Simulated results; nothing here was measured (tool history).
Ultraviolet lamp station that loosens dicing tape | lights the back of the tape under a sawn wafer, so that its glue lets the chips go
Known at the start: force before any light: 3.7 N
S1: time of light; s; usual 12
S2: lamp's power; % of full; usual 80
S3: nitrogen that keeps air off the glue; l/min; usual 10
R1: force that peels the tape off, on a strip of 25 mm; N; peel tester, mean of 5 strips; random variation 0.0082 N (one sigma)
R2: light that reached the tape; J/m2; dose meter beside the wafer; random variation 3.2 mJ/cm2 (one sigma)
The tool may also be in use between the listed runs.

run     day  S1  S2  S3     R1    R2
  1       0  12  80  10  0.323  4860
  2    0.35  12  80  10   0.32  4820
  3     0.7  12  68  10  0.434  4170
  4   1.471  12  80  10  0.329  4870
  5   1.946  12  80  10  0.324  4780
  6   2.512  12  92  10  0.254  5600
  7     3.2  12  92  10  0.255  5560
  8   3.625  12  92  10  0.263  5580
  9   4.033   7  80  10  0.784  2850
 10   4.683  12  80   4  0.449  4940
 11   5.088  12  80   5  0.419  4830
 12   5.838  12  80   5  0.411  4850
 13   6.379  12  80   5  0.432  4880
 14   7.167  12  80   5    0.4  4850
 15   7.775  12  80   5  0.428  4780
 16   8.179   8  80  10  0.662  3240
 17   8.633  12  80  10  0.328  4900
 18   9.238  12  80  10   0.33  4880
 19   9.708  12  80  10  0.322  4900
 20  10.508  12  80  10  0.321  4870
 21  11.312  12  80  10  0.314  4880
 22  12.088  12  80  10  0.331  4860
 23  12.712  12  84  10  0.302  5100
 24    13.3  13  68  10  0.366  4480
 25  13.696  12  79  10  0.326  4840
 26  14.329  12  99  10  0.234  6040
 27  15.071  12  99  10  0.222  6060
 28  15.817   7  81  10  0.772  2880
 29  16.554   7  81   9  0.786  2880
 30  17.125   7  81   9  0.784  2870
 31  17.796  10  80  10  0.451  4100
 32    18.4   9  81   4  0.704  3700
 33  18.921  15  81  10  0.227  6100
 34  19.442  15  81  10  0.219  6140
 35  20.129  23  80  10  0.154  9310
 36  20.742  23  80  10  0.155  9430
 37  21.538   7  79  10  0.802  2770
 38    22.2  19  87  11  0.147  8380
 39  22.588  19  84  10  0.169  8040
 40      23   6  80   4  1.207  2440
 41  23.679   9  80   4  0.719  3620
 42  24.158   9  83   6  0.576  3790
 43  24.946  10  63  15  0.575  3140

Taken out of this log: 1 entry between the listed runs. Where each belongs, and how the hidden state differs across it:
Between runs 25 and 26: window cleaned of glue's vapour (day 13.992)
  light that the window lets through, % of a clean one's: 99.9 -> 100

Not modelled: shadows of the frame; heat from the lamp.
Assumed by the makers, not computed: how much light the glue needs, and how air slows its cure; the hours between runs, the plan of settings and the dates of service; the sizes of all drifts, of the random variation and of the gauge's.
